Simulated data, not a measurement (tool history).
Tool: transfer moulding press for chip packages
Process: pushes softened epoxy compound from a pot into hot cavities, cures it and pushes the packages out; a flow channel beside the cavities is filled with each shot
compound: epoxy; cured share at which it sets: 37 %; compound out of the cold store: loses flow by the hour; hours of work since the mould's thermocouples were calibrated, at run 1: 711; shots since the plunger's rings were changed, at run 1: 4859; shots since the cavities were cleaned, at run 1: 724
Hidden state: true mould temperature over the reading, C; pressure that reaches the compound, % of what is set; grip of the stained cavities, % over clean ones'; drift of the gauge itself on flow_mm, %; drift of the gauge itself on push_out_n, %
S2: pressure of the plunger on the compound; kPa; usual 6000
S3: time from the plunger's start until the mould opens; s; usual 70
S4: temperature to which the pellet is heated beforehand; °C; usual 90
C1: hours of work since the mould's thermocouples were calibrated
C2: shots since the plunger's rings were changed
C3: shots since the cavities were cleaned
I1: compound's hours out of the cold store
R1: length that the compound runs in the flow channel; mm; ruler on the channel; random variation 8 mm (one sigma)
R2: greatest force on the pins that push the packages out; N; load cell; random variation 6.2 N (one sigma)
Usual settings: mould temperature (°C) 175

Run 1, hour 0.0: usual settings; C1 711; C2 4859; C3 724; I1 35.9. Result: R1 744 mm, R2 475 N.
At hour 12.6: cavities cleaned with cleaning compound and waxed.
At hour 56.3: mould's thermocouples calibrated.
Run 2, hour 57.9: usual settings but S4 84 °C; C1 1; C2 5756; C3 714; I1 39.7. Result: R1 733 mm, R2 485 N.
At hour 71.4: cavities cleaned with cleaning compound and waxed.
At hour 84.2: plunger's sealing rings changed.
Run 3, hour 103.8: usual settings but S4 84 °C; C1 29; C2 324; C3 494; I1 31.7. Result: R1 872 mm, R2 443 N.
At hour 128.5: cavities cleaned with cleaning compound and waxed.
Run 4, hour 148.1: usual settings but S4 84 °C; C1 58; C2 1029; C3 323; I1 15.7. Result: R1 917 mm, R2 382 N.
At hour 183.2: cavities cleaned with cleaning compound and waxed.
Run 5, hour 212.2: usual settings but S4 84 °C; C1 101; C2 2062; C3 479; I1 26.6. Result: R1 863 mm, R2 421 N.
At hour 237.4: cavities cleaned with cleaning compound and waxed.
Run 6, hour 283.2: usual settings but S4 84 °C; C1 148; C2 3207; C3 754; I1 18.8. Result: R1 857 mm, R2 510 N.
At hour 290.0: cavities cleaned with cleaning compound and waxed.
Run 7, hour 315.0: usual settings; C1 168; C2 3707; C3 411; I1 18.0. Result: R1 859 mm, R2 439 N.
At hour 342.8: cavities cleaned with cleaning compound and waxed.
Run 8, hour 376.2: usual settings; C1 208; C2 4692; C3 551; I1 16.4. Result: R1 839 mm, R2 459 N.
At hour 397.1: cavities cleaned with cleaning compound and waxed.
Run 9, hour 411.3: usual settings; C1 231; C2 5246; C3 235; I1 37.0. Result: R1 753 mm, R2 371 N.
At hour 451.7: cavities cleaned with cleaning compound and waxed.
At hour 469.6: plunger's sealing rings changed.
Run 10, hour 469.6: usual settings; C1 268; C2 0; C3 254; I1 45.1. Result: R1 805 mm, R2 364 N.
At hour 510.1: cavities cleaned with cleaning compound and waxed.
Run 11, hour 518.4: usual settings; C1 300; C2 780; C3 137; I1 25.6. Result: R1 873 mm, R2 310 N.
At hour 565.5: cavities cleaned with cleaning compound and waxed.
Run 12, hour 569.9: usual settings but S4 86 °C; C1 334; C2 1605; C3 73; I1 9.9. Result: R1 932 mm, R2 304 N.
At hour 622.9: cavities cleaned with cleaning compound and waxed.
Run 13, hour 632.0: usual settings but S4 86 °C; C1 375; C2 2604; C3 150; I1 27.5. Result: R1 828 mm, R2 338 N.
Run 14, hour 670.7: usual settings but S4 95 °C; C1 401; C2 3242; C3 788; I1 16.2. Result: R1 858 mm, R2 495 N.
At hour 675.2: cavities cleaned with cleaning compound and waxed.
At hour 732.9: cavities cleaned with cleaning compound and waxed.
Run 15, hour 736.8: usual settings but S4 95 °C; C1 443; C2 4283; C3 64; I1 8.6. Result: R1 871 mm, R2 286 N.
Run 16, hour 768.9: usual settings but S4 95 °C; C1 465; C2 4813; C3 594; I1 33.1. Result: R1 769 mm, R2 453 N.
At hour 785.4: cavities cleaned with cleaning compound and waxed.
Run 17, hour 830.9: usual settings but S4 95 °C; C1 506; C2 5810; C3 750; I1 46.3. Result: R1 692 mm, R2 457 N.
At hour 840.6: cavities cleaned with cleaning compound and waxed.
At hour 851.6: plunger's sealing rings changed.
Run 18, hour 864.6: usual settings but mould temperature (°C) 177, S2 5770 kPa, S3 90 s, S4 95 °C; C1 526; C2 213; C3 354; I1 33.5. Result: R1 828 mm, R2 373 N.
At hour 898.0: cavities cleaned with cleaning compound and waxed.
Run 19, hour 902.5: usual settings but S2 5740 kPa, S3 51 s; C1 551; C2 815; C3 75; I1 21.8. Result: R1 872 mm, R2 515 N.
At hour 951.2: cavities cleaned with cleaning compound and waxed.
Run 20, hour 958.2: usual settings but S2 5740 kPa, S3 51 s; C1 587; C2 1709; C3 117; I1 32.4. Result: R1 801 mm, R2 547 N.
At hour 1003.1: cavities cleaned with cleaning compound and waxed.
Run 21, hour 1010.4: usual settings but mould temperature (°C) 174, S2 5340 kPa, S4 85 °C; C1 622; C2 2544; C3 120; I1 40.5. Result: R1 745 mm, R2 331 N.
At hour 1057.6: cavities cleaned with cleaning compound and waxed.
Run 22, hour 1058.0: usual settings but mould temperature (°C) 180, S2 6850 kPa; C1 653; C2 3304; C3 5; I1 45.1. Result: R1 792 mm, R2 214 N.
At hour 1112.8: cavities cleaned with cleaning compound and waxed.
Run 23, hour 1124.5: usual settings but mould temperature (°C) 180, S2 6850 kPa; C1 697; C2 4376; C3 192; I1 14.7. Result: R1 887 mm, R2 306 N.
Run 24, hour 1159.7: usual settings but S2 5590 kPa, S4 99 °C; C1 720; C2 4957; C3 773; I1 28.6. Result: R1 759 mm, R2 465 N.

The next listed run, before its measurement:
At hour 1166.0: cavities cleaned with cleaning compound and waxed.
At hour 1199.0: mould's thermocouples calibrated.
Run 25, hour 1212.3: usual settings but S2 5590 kPa, S4 99 °C; C1 9; C2 5767; C3 731; I1 45.5. Result: R1 ?, R2 ?.

{"run 25": {"R1": 687, "R2": 453}}
Without the tool's hidden state the same run would have given R1 779 mm, R2 218 N.
